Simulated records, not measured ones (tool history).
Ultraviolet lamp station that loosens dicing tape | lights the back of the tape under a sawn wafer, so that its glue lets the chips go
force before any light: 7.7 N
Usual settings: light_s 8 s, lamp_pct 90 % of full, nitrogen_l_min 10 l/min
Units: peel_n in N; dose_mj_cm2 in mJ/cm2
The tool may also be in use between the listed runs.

| run | hour | light_s | lamp_pct | nitrogen_l_min | peel_n | dose_mj_cm2 |
|---|---|---|---|---|---|---|
| 1 | 0.0 | 8 | 90 | 10 | 0.263 | 596 |
| 2 | 8.7 | 8 | 90 | 10 | 0.266 | 601 |
| 3 | 16.5 | 8 | 90 | 10 | 0.257 | 609 |
| 4 | 25.1 | 8 | 90 | 10 | 0.250 | 600 |
| 5 | 30.5 | 8 | 90 | 10 | 0.264 | 595 |
| 6 | 38.4 | 8 | 93 | 10 | 0.238 | 618 |
| 7 | 47.2 | 8 | 93 | 10 | 0.240 | 616 |
| 8 | 57.0 | 5 | 90 | 10 | 0.759 | 377 |
| 9 | 65.0 | 5 | 90 | 10 | 0.736 | 376 |
| 10 | 74.8 | 5 | 90 | 10 | 0.742 | 373 |
| 11 | 84.8 | 5 | 90 | 9 | 0.813 | 376 |
| 12 | 94.1 | 8 | 63 | 9 | 0.638 | 423 |
| 13 | 99.8 | 5 | 65 | 5 | 2.038 | 270 |
| 14 | 104.4 | 9 | 69 | 10 | 0.371 | 512 |
| 15 | 110.9 | 13 | 95 | 14 | 0.124 | 1029 |

The next listed run, before its measurement:
| 16 | 116.7 | 12 | 61 | 5 | ? | ? |

{"run 16": {"peel_n": 0.471, "dose_mj_cm2": 610}}
Without the tool's hidden state the same run would have given peel_n 0.470 N, dose_mj_cm2 611 mJ/cm2.
